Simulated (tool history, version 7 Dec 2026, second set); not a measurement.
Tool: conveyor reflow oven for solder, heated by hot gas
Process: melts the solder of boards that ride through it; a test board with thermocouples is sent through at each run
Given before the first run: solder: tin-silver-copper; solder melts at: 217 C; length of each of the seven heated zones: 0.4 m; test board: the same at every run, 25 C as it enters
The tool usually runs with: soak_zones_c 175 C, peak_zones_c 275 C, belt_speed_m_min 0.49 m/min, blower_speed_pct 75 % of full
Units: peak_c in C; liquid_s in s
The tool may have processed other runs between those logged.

run,hour,soak_zones_c,peak_zones_c,belt_speed_m_min,blower_speed_pct,peak_c,liquid_s
1,0,175,275,0.49,75,263.4,82.8
2,31.8,175,275,0.49,75,262.8,83.9
3,77.8,182,275,0.49,75,263.7,87.7
4,113.3,175,275,0.49,75,263.5,83.3
5,149.9,175,286,0.49,75,273.1,89.6
6,196.7,175,286,0.49,62,270.1,87.6
7,252.4,175,275,0.49,51,256.9,77.9
8,290.3,175,275,0.49,51,256.7,77.9
9,341,175,275,0.49,75,263.1,83.8
10,372.1,175,275,0.407,75,267.4,104.4
11,410.8,175,275,0.407,75,267.7,104.1
12,443.2,175,275,0.407,75,267.2,105.4
13,473.3,175,275,0.407,75,267.6,105.1
14,500.2,176,271,0.414,69,262.5,99.9
15,561.8,168,284,0.425,69,273.7,100.8
16,591.1,172,275,0.394,75,268.2,107.5
17,647.2,170,274,0.429,86,266.3,96.9
18,674.8,170,274,0.429,86,266.5,97
19,721.4,187,274,0.543,59,257.5,75.8
20,766.8,187,274,0.478,84,265.3,93.2
21,792.5,168,275,0.443,75,265.1,92.2
22,854.2,175,275,0.439,75,266.5,95.5
23,898.3,175,275,0.566,54,252.9,62.9
24,928.7,167,288,0.416,69,278,105.9
25,979.9,167,288,0.416,69,278,106.1

Not shown here: 3 entries made in the log between runs. Locate each between two listed runs and compare the hidden state at the listed run before it with the hidden state at the listed run after it:
Logged between run 5 and run 6: thermocouples of zones 6 and 7 changed (hour 160)
  belt's true speed, % of the reading: 99.89 -> 99.88; true gas temperature in zones 6 and 7 over the reading, C: 0.17 -> 0.03
Logged between run 8 and run 9: flux residue cleaned out of gas plates and filters (hour 319.8)
  heat that the gas passes to the board, % of a clean oven's: 99.2 -> 99.9; true gas temperature in zones 6 and 7 over the reading, C: 0.05 -> 0.06
Logged between run 21 and run 22: flux residue cleaned out of gas plates and filters (hour 829.9)
  heat that the gas passes to the board, % of a clean oven's: 99.2 -> 99.9; belt's true speed, % of the reading: 99.82 -> 99.81; true gas temperature in zones 6 and 7 over the reading, C: 0.15 -> 0.16
